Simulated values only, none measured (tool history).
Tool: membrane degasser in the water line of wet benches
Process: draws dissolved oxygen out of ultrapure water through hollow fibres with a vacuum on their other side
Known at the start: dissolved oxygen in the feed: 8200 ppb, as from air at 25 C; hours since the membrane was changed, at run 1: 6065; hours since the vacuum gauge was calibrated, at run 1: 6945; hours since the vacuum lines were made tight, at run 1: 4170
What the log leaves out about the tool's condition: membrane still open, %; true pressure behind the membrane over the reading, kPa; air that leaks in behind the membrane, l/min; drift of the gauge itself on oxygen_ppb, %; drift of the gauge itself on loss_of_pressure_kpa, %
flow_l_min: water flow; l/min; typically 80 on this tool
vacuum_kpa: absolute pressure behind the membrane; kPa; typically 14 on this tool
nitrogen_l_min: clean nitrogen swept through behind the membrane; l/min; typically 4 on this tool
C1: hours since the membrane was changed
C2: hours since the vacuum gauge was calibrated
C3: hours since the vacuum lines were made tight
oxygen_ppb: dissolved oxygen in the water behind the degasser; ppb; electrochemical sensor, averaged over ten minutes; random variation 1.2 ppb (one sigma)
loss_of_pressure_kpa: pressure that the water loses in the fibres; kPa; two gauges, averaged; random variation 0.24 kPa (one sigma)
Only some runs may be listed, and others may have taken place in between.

Run 1, hour 0: usual settings; C1 6065; C2 6945; C3 4170. Result: oxygen_ppb 465.4 ppb, loss_of_pressure_kpa 61.54 kPa.
At hour 186.6: vacuum gauge calibrated.
Run 2, hour 186.6: usual settings; C1 6251; C2 0; C3 4356. Result: oxygen_ppb 462.4 ppb, loss_of_pressure_kpa 61.41 kPa.
Run 3, hour 323.5: usual settings but flow_l_min 49 l/min; C1 6388; C2 137; C3 4493. Result: oxygen_ppb 300.3 ppb, loss_of_pressure_kpa 37.94 kPa.
Run 4, hour 528: usual settings but nitrogen_l_min 1.97 l/min; C1 6592; C2 341; C3 4698. Result: oxygen_ppb 812.4 ppb, loss_of_pressure_kpa 61.85 kPa.
Run 5, hour 782.9: usual settings; C1 6847; C2 596; C3 4953. Result: oxygen_ppb 462.9 ppb, loss_of_pressure_kpa 61.73 kPa.
Run 6, hour 1042.9: usual settings but flow_l_min 56 l/min; C1 7107; C2 856; C3 5213. Result: oxygen_ppb 340.6 ppb, loss_of_pressure_kpa 42.89 kPa.
Run 7, hour 1170.3: usual settings but flow_l_min 56 l/min; C1 7234; C2 984; C3 5340. Result: oxygen_ppb 338.5 ppb, loss_of_pressure_kpa 43.52 kPa.
Run 8, hour 1439.6: usual settings but flow_l_min 49 l/min, vacuum_kpa 18.6 kPa, nitrogen_l_min 8.2 l/min; C1 7504; C2 1253; C3 5609. Result: oxygen_ppb 220.9 ppb, loss_of_pressure_kpa 37.91 kPa.
Run 9, hour 1600.8: usual settings but flow_l_min 93 l/min, nitrogen_l_min 3.14 l/min; C1 7665; C2 1414; C3 5770. Result: oxygen_ppb 641.7 ppb, loss_of_pressure_kpa 72.01 kPa.
Run 10, hour 1828.9: usual settings but flow_l_min 76 l/min, vacuum_kpa 24.4 kPa, nitrogen_l_min 1.86 l/min; C1 7893; C2 1642; C3 5999. Result: oxygen_ppb 1478.1 ppb, loss_of_pressure_kpa 58.96 kPa.
Run 11, hour 1966.9: usual settings but nitrogen_l_min 1.63 l/min; C1 8031; C2 1780; C3 6137. Result: oxygen_ppb 933.9 ppb, loss_of_pressure_kpa 62.41 kPa.
Run 12, hour 2176.6: usual settings but vacuum_kpa 15 kPa, nitrogen_l_min 4.73 l/min; C1 8241; C2 1990; C3 6346. Result: oxygen_ppb 438.7 ppb, loss_of_pressure_kpa 62.6 kPa.
Run 13, hour 2447.2: usual settings but vacuum_kpa 15 kPa, nitrogen_l_min 4.73 l/min; C1 8511; C2 2261; C3 6617. Result: oxygen_ppb 440.2 ppb, loss_of_pressure_kpa 62.35 kPa.
Run 14, hour 2641: usual settings but flow_l_min 54 l/min, vacuum_kpa 10.5 kPa, nitrogen_l_min 5.11 l/min; C1 8705; C2 2454; C3 6811. Result: oxygen_ppb 181 ppb, loss_of_pressure_kpa 42.08 kPa.

Consider 5 possible next runs. They are alternatives, not a sequence: every one starts from the tool as it was left by run 14. What does each give?
Run A, hour 2804.9: usual settings but flow_l_min 87 l/min, vacuum_kpa 10.5 kPa, nitrogen_l_min 4.1 l/min; C1 8869; C2 2618; C3 6975. Result: oxygen_ppb ?, loss_of_pressure_kpa ?.
Run B, hour 2804.9: usual settings but flow_l_min 60 l/min, vacuum_kpa 10.5 kPa, nitrogen_l_min 4.72 l/min; C1 8869; C2 2618; C3 6975. Result: oxygen_ppb ?, loss_of_pressure_kpa ?.
Run C, hour 2804.9: usual settings but flow_l_min 58 l/min, vacuum_kpa 24.9 kPa, nitrogen_l_min 8.85 l/min; C1 8869; C2 2618; C3 6975. Result: oxygen_ppb ?, loss_of_pressure_kpa ?.
Run D, hour 2804.9: usual settings but vacuum_kpa 14.9 kPa, nitrogen_l_min 5.11 l/min; C1 8869; C2 2618; C3 6975. Result: oxygen_ppb ?, loss_of_pressure_kpa ?.
Run E, hour 2804.9: usual settings but flow_l_min 54 l/min, vacuum_kpa 24.2 kPa, nitrogen_l_min 5.11 l/min; C1 8869; C2 2618; C3 6975. Result: oxygen_ppb ?, loss_of_pressure_kpa ?.

run  oxygen_ppb  loss_of_pressure_kpa
  A       339.8                 67.88
  B       214.5                 46.61
  C         335                 45.15
  D       408.4                 62.71
  E       498.8                  42.3
Take away the tool's hidden state, keep each run's random variation, and the runs would have read:
run  oxygen_ppb  loss_of_pressure_kpa
  A       335.2                 65.89
  B         211                 45.24
  C         330                 43.82
  D       403.5                 60.87
  E       491.8                 41.07

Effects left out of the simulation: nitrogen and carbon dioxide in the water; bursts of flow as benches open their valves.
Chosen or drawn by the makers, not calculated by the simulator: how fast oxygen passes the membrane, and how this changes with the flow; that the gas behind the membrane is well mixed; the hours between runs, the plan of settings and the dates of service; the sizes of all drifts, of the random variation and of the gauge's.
